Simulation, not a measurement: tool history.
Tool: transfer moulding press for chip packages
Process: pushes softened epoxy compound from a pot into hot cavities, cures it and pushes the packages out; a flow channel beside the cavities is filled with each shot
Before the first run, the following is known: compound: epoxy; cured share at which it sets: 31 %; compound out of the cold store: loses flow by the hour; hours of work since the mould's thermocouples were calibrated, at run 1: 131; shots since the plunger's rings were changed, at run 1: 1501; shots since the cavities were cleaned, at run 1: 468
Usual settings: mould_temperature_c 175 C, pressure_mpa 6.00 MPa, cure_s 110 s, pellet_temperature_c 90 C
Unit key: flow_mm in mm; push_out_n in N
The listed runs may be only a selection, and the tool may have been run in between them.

run,hour,mould_temperature_c,pressure_mpa,cure_s,pellet_temperature_c,hours of work since the mould's thermocouples were calibrated,shots since the plunger's rings were changed,shots since the cavities were cleaned,incoming compound's hours out of the cold store,flow_mm,push_out_n
1,0.0,175,6.00,110,90,131,1501,468,20.6,922,368
2,4.7,175,6.00,110,90,134,1548,515,47.1,831,345
# hour 12.6: cavities cleaned with cleaning compound and waxed
3,12.6,175,6.00,110,90,137,1611,0,36.4,861,274
4,17.5,175,6.00,110,90,140,1659,48,30.8,880,278
5,25.1,175,6.00,110,90,144,1734,123,22.9,906,295
6,32.6,175,6.00,110,90,149,1809,198,44.2,833,305
7,41.4,175,6.00,110,90,153,1895,284,24.5,902,335
8,47.0,175,4.53,110,90,157,1951,340,47.1,719,332
9,52.4,175,6.00,110,90,160,2005,394,14.0,940,345
10,62.0,175,6.00,110,90,165,2100,489,40.2,844,333
# hour 72.3: cavities cleaned with cleaning compound and waxed
11,72.7,175,6.00,110,90,170,2191,5,28.6,885,259
12,78.7,175,6.00,110,90,173,2250,64,29.5,889,285
13,83.2,177,5.31,95,90,176,2294,108,26.1,835,335
14,92.4,177,5.31,95,90,181,2386,200,17.1,873,364
15,97.0,177,7.28,102,90,184,2430,244,45.4,910,313
16,103.2,178,6.00,98,84,187,2493,307,39.0,836,334
17,111.2,178,6.00,117,87,191,2571,385,31.0,866,305
18,120.2,180,7.47,126,96,196,2660,474,9.5,1044,290
19,128.8,181,6.88,126,96,201,2746,560,12.5,971,309
# hour 132.2: cavities cleaned with cleaning compound and waxed
20,139.7,181,6.88,126,96,206,2839,75,31.2,901,239
21,146.6,170,6.88,126,94,210,2906,142,9.0,1046,325

Forecast each of these 5 alternatives for the next run:
A,156.1,175,6.13,142,90,216,3000,236,26.3,?,?
B,156.1,170,6.88,139,94,216,3000,236,8.6,?,?
C,156.1,170,5.76,97,94,216,3000,236,26.4,?,?
D,156.1,168,4.75,126,94,216,3000,236,42.3,?,?
E,156.1,170,5.85,113,95,216,3000,236,16.7,?,?

run,flow_mm,push_out_n
A,891,266
B,1048,300
C,900,539
D,769,356
E,938,393
Had the tool no hidden state, the same runs would have come out as:
run,flow_mm,push_out_n
A,912,222
B,1074,252
C,921,456
D,788,300
E,961,330
